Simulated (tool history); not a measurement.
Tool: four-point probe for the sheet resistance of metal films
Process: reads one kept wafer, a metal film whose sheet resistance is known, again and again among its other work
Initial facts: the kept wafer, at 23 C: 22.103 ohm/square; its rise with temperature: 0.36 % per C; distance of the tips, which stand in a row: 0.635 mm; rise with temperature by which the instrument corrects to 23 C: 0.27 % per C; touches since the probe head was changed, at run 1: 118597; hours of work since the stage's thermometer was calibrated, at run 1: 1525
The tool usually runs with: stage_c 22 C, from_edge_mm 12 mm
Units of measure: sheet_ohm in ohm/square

run,hour,stage_c,from_edge_mm,touches since the probe head was changed,hours of work since the stage's thermometer was calibrated,sheet_ohm
1,0,22,12,118597,1525,22.194798
2,79,22,12,124005,1586,22.20529
3,126.1,29,12,127228,1623,22.347519
4,168.9,22,5,130151,1656,22.368147
5,245.5,22,5,135393,1716,22.365188
6,328.9,22,6,141098,1781,22.320571
7,400.9,22,63,146023,1837,22.194722
8,492.2,22,63,152273,1909,22.189784
9,578.8,22,63,158197,1976,22.205635
# hour 651.3: stage's thermometer calibrated
10,673,22,12,164610,17,22.28055
11,749.1,27,30,169816,76,22.352901
12,813.4,34,12,174214,126,22.528605

Estimate the outcome of run 13 from the log above:
13,889.6,34,12,179426,186,?

{"run 13": {"sheet_ohm": 22.528973}}
With the hidden condition absent and the run-to-run variation left alone, this run would have shown sheet_ohm 22.35718 ohm/square.

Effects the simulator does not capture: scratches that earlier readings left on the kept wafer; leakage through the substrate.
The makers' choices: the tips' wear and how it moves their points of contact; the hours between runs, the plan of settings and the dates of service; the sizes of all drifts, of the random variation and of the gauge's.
